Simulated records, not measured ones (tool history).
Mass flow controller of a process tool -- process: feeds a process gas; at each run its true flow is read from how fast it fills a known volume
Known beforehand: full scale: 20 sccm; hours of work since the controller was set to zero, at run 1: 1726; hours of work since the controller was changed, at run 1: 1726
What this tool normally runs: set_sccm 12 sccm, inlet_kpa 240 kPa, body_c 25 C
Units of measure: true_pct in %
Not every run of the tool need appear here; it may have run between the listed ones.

run,hour,set_sccm,inlet_kpa,body_c,hours of work since the controller was set to zero,hours of work since the controller was changed,true_pct
1,0,12,240,25,1726,1726,99.55
2,215.1,12,240,25,1873,1873,99.63
3,532.3,12,240,25,2089,2089,99.54
4,873.5,12,240,25,2322,2322,99.64
5,1203.4,12,240,25,2547,2547,99.64
6,1474.2,12,162,25,2731,2731,99.06
7,1723.4,12,162,25,2901,2901,98.88
8,1967.3,12,240,21,3068,3068,99.75
9,2225.8,12,240,25,3244,3244,99.51
10,2722.7,12,240,26,3582,3582,99.64
11,3231.8,12,240,26,3929,3929,99.5
12,3459,12,240,21,4084,4084,99.45
13,3882.6,2,159,27,4373,4373,92.38
# hour 4231.2: controller's zero set anew
14,4350.7,2,159,27,81,4692,98.53
15,4838.3,2,159,27,414,5024,98.08
16,5108.3,13,211,22,598,5208,100.33
17,5449.9,13,211,22,831,5441,100.25
18,5678.7,11,240,35,987,5597,99.98
19,6103.7,12,152,25,1276,5887,99.62
20,6438.4,12,240,27,1505,6115,100.25
21,6950.2,9,214,27,1853,6464,99.61
22,7181.1,12,195,26,2011,6621,99.86

Alternative continuations, all from the tool just after run 22; predict every row:
A,7560.5,12,160,26,2269,6880,?
B,7560.5,10,266,25,2269,6880,?
C,7560.5,12,240,22,2269,6880,?
D,7560.5,19,156,26,2269,6880,?
E,7560.5,5,150,25,2269,6880,?

run,true_pct
A,99.44
B,99.98
C,100.22
D,100.62
E,98.1
Stripped of hidden state, with their random variation kept, the same runs would have yielded:
run,true_pct
A,98.65
B,99.31
C,99.43
D,99.62
E,98.09
